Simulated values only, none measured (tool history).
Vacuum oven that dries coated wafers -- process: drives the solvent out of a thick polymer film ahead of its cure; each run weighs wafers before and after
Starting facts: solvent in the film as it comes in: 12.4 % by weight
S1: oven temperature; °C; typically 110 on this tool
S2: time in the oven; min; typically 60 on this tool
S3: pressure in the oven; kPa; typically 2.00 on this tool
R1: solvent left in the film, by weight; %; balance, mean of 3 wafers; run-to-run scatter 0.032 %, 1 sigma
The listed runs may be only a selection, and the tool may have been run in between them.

Run 1, hour 0.0: usual settings. Result: R1 3.76 %.
Run 2, hour 36.6: usual settings. Result: R1 3.70 %.
Run 3, hour 86.4: usual settings. Result: R1 3.74 %.
Run 4, hour 115.5: usual settings. Result: R1 3.71 %.
Run 5, hour 167.4: usual settings. Result: R1 3.73 %.
Run 6, hour 198.6: usual settings but S2 43 min. Result: R1 4.72 %.
Run 7, hour 230.6: usual settings but S2 43 min. Result: R1 4.70 %.
Run 8, hour 273.5: usual settings but S2 43 min. Result: R1 4.67 %.
Run 9, hour 327.5: usual settings but S2 43 min. Result: R1 4.72 %.
Run 10, hour 371.0: usual settings but S2 52 min. Result: R1 4.15 %.
Run 11, hour 409.1: usual settings. Result: R1 3.76 %.
Run 12, hour 459.4: usual settings. Result: R1 3.71 %.
Run 13, hour 487.4: usual settings but S3 2.13 kPa. Result: R1 3.80 %.
Run 14, hour 526.5: usual settings but S3 2.13 kPa. Result: R1 3.79 %.
Run 15, hour 551.0: usual settings but S2 79 min, S3 3.63 kPa. Result: R1 4.27 %.
Run 16, hour 583.3: usual settings but S1 116 °C, S2 85 min, S3 1.11 kPa. Result: R1 1.50 %.
At hour 587.6: oven's thermocouples calibrated.
Run 17, hour 626.2: usual settings but S1 116 °C, S2 85 min, S3 1.11 kPa. Result: R1 1.44 %.
Run 18, hour 657.8: usual settings but S1 96 °C, S2 71 min, S3 6.33 kPa. Result: R1 9.84 %.
Run 19, hour 686.7: usual settings but S1 106 °C, S2 88 min, S3 2.21 kPa. Result: R1 3.52 %.
Run 20, hour 727.2: usual settings but S1 106 °C, S2 47 min, S3 2.21 kPa. Result: R1 5.19 %.
Run 21, hour 764.4: usual settings but S1 98 °C, S2 30 min, S3 4.99 kPa. Result: R1 9.59 %.
Run 22, hour 806.2: usual settings but S1 120 °C, S2 50 min, S3 1.61 kPa. Result: R1 2.29 %.
At hour 854.0: oven's thermocouples calibrated, once more.
Run 23, hour 860.6: usual settings but S1 120 °C, S2 50 min, S3 1.61 kPa. Result: R1 2.58 %.
Run 24, hour 899.1: usual settings but S1 120 °C, S2 50 min, S3 1.61 kPa. Result: R1 2.57 %.
Run 25, hour 921.5: usual settings but S2 40 min, S3 5.39 kPa. Result: R1 7.25 %.
Run 26, hour 967.4: usual settings but S1 95 °C, S3 2.80 kPa. Result: R1 7.83 %.
Run 27, hour 1003.9: usual settings but S1 95 °C, S2 96 min, S3 2.41 kPa. Result: R1 6.34 %.

What if the next run were any one of these 3? Each begins from the tool's condition after run 27:
Run A, hour 1047.7: usual settings but S1 95 °C, S2 96 min, S3 5.68 kPa. Result: R1 ?.
Run B, hour 1047.7: usual settings but S1 100 °C, S2 65 min, S3 4.22 kPa. Result: R1 ?.
Run C, hour 1047.7: usual settings but S2 41 min. Result: R1 ?.

run    R1
  A  9.92
  B  7.80
  C  5.14
With the hidden condition removed and each run's random variation left untouched, the same runs would have given:
run    R1
  A  9.34
  B  7.35
  C  4.82

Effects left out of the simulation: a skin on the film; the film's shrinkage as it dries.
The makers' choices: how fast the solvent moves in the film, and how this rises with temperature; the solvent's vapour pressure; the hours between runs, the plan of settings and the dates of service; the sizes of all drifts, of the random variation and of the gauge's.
